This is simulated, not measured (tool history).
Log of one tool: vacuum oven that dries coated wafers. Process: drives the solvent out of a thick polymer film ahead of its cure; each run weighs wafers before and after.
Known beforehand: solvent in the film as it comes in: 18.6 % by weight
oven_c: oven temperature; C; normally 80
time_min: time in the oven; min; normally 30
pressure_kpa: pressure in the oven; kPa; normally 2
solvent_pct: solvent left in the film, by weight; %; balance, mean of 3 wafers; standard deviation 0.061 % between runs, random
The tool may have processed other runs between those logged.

run 1 hour=0 | oven_c=80 time_min=30 pressure_kpa=2 | solvent_pct=3.83
run 2 hour=18.2 | oven_c=80 time_min=30 pressure_kpa=2 | solvent_pct=3.83
run 3 hour=36.4 | oven_c=80 time_min=30 pressure_kpa=2 | solvent_pct=3.94
run 4 hour=49.6 | oven_c=80 time_min=30 pressure_kpa=2 | solvent_pct=3.88
run 5 hour=62.1 | oven_c=80 time_min=30 pressure_kpa=2 | solvent_pct=3.91
run 6 hour=81.3 | oven_c=80 time_min=30 pressure_kpa=2 | solvent_pct=3.99
run 7 hour=103.3 | oven_c=80 time_min=30 pressure_kpa=2 | solvent_pct=4.06
run 8 hour=114.9 | oven_c=80 time_min=30 pressure_kpa=2 | solvent_pct=4.04
run 9 hour=133.8 | oven_c=80 time_min=30 pressure_kpa=2 | solvent_pct=3.94
run 10 hour=149.6 | oven_c=80 time_min=30 pressure_kpa=2 | solvent_pct=4.07
run 11 hour=167.5 | oven_c=80 time_min=30 pressure_kpa=7.96 | solvent_pct=8.14
run 12 hour=192.9 | oven_c=80 time_min=30 pressure_kpa=2 | solvent_pct=4.03
run 13 hour=213.9 | oven_c=80 time_min=30 pressure_kpa=2 | solvent_pct=4.02
run 14 hour=241.2 | oven_c=80 time_min=30 pressure_kpa=2 | solvent_pct=4.01
run 15 hour=261.6 | oven_c=80 time_min=30 pressure_kpa=2 | solvent_pct=4.02
run 16 hour=282.1 | oven_c=80 time_min=30 pressure_kpa=4.98 | solvent_pct=6.13
run 17 hour=297 | oven_c=80 time_min=30 pressure_kpa=3.85 | solvent_pct=5.42
run 18 hour=311.2 | oven_c=89 time_min=30 pressure_kpa=3.85 | solvent_pct=3.22
run 19 hour=338 | oven_c=89 time_min=30 pressure_kpa=3.85 | solvent_pct=3.19
run 20 hour=352.4 | oven_c=80 time_min=30 pressure_kpa=3.45 | solvent_pct=5.14
run 21 hour=375.9 | oven_c=80 time_min=30 pressure_kpa=3.45 | solvent_pct=5.04
run 22 hour=402.7 | oven_c=84 time_min=30 pressure_kpa=2 | solvent_pct=3.31
run 23 hour=428.7 | oven_c=84 time_min=30 pressure_kpa=2 | solvent_pct=3.18
run 24 hour=453.3 | oven_c=84 time_min=30 pressure_kpa=2 | solvent_pct=3.25
run 25 hour=467.1 | oven_c=84 time_min=30 pressure_kpa=2 | solvent_pct=3.19
run 26 hour=479.2 | oven_c=77 time_min=30 pressure_kpa=7.25 | solvent_pct=9.15
run 27 hour=491.5 | oven_c=80 time_min=30 pressure_kpa=1.17 | solvent_pct=3.69
-- hour=513.1 oven's thermocouples calibrated
run 28 hour=518.4 | oven_c=73 time_min=17 pressure_kpa=2 | solvent_pct=8.07
run 29 hour=545.5 | oven_c=76 time_min=36 pressure_kpa=4.5 | solvent_pct=5.56
run 30 hour=570.6 | oven_c=76 time_min=36 pressure_kpa=4.5 | solvent_pct=5.76
run 31 hour=582.7 | oven_c=80 time_min=18 pressure_kpa=2 | solvent_pct=5.59
run 32 hour=595.1 | oven_c=80 time_min=18 pressure_kpa=2 | solvent_pct=5.7
run 33 hour=613.9 | oven_c=87 time_min=16 pressure_kpa=2.52 | solvent_pct=4.63
run 34 hour=629.6 | oven_c=69 time_min=23 pressure_kpa=2.52 | solvent_pct=8.15
run 35 hour=649 | oven_c=69 time_min=23 pressure_kpa=3.72 | solvent_pct=9.26
run 36 hour=660.5 | oven_c=80 time_min=34 pressure_kpa=4.46 | solvent_pct=4.7
run 37 hour=684.8 | oven_c=80 time_min=34 pressure_kpa=4.46 | solvent_pct=4.72
run 38 hour=697.6 | oven_c=74 time_min=17 pressure_kpa=3.51 | solvent_pct=8.88
run 39 hour=709.7 | oven_c=74 time_min=17 pressure_kpa=3.51 | solvent_pct=8.77
run 40 hour=721 | oven_c=74 time_min=17 pressure_kpa=1.54 | solvent_pct=7.68
run 41 hour=734 | oven_c=74 time_min=17 pressure_kpa=1.54 | solvent_pct=7.59
run 42 hour=745.7 | oven_c=74 time_min=31 pressure_kpa=2.77 | solvent_pct=5.58
run 43 hour=757.8 | oven_c=68 time_min=21 pressure_kpa=1.2 | solvent_pct=7.96
run 44 hour=769.9 | oven_c=66 time_min=30 pressure_kpa=1.88 | solvent_pct=7.54
run 45 hour=792 | oven_c=80 time_min=42 pressure_kpa=3.69 | solvent_pct=3.72
run 46 hour=805.3 | oven_c=80 time_min=30 pressure_kpa=2 | solvent_pct=3.5

For each run, the measured value with the value that run would have given without the tool's hidden condition subtracted. The run-to-run variation is shared by both, the gauge scatter possibly not:
What the log doesn't record here: true wafer temperature over the reading, C; true pressure over the reading, kPa; drift of the gauge itself on solvent_pct, %.
run=1 solvent_pct=+0.51
run=2 solvent_pct=+0.51
run=3 solvent_pct=+0.54
run=4 solvent_pct=+0.52
run=5 solvent_pct=+0.55
run=6 solvent_pct=+0.55
run=7 solvent_pct=+0.57
run=8 solvent_pct=+0.58
run=9 solvent_pct=+0.58
run=10 solvent_pct=+0.6
run=11 solvent_pct=+0.85
run=12 solvent_pct=+0.62
run=13 solvent_pct=+0.63
run=14 solvent_pct=+0.65
run=15 solvent_pct=+0.64
run=16 solvent_pct=+0.79
run=17 solvent_pct=+0.77
run=18 solvent_pct=+0.51
run=19 solvent_pct=+0.51
run=20 solvent_pct=+0.78
run=21 solvent_pct=+0.78
run=22 solvent_pct=+0.62
run=23 solvent_pct=+0.63
run=24 solvent_pct=+0.64
run=25 solvent_pct=+0.63
run=26 solvent_pct=+1.14
run=27 solvent_pct=+0.75
run=28 solvent_pct=+0.01
run=29 solvent_pct=+0.05
run=30 solvent_pct=+0.06
run=31 solvent_pct=+0.03
run=32 solvent_pct=+0.04
run=33 solvent_pct=+0.04
run=34 solvent_pct=+0.1
run=35 solvent_pct=+0.11
run=36 solvent_pct=+0.1
run=37 solvent_pct=+0.12
run=38 solvent_pct=+0.11
run=39 solvent_pct=+0.12
run=40 solvent_pct=+0.12
run=41 solvent_pct=+0.13
run=42 solvent_pct=+0.17
run=43 solvent_pct=+0.17
run=44 solvent_pct=+0.22
run=45 solvent_pct=+0.17
run=46 solvent_pct=+0.18
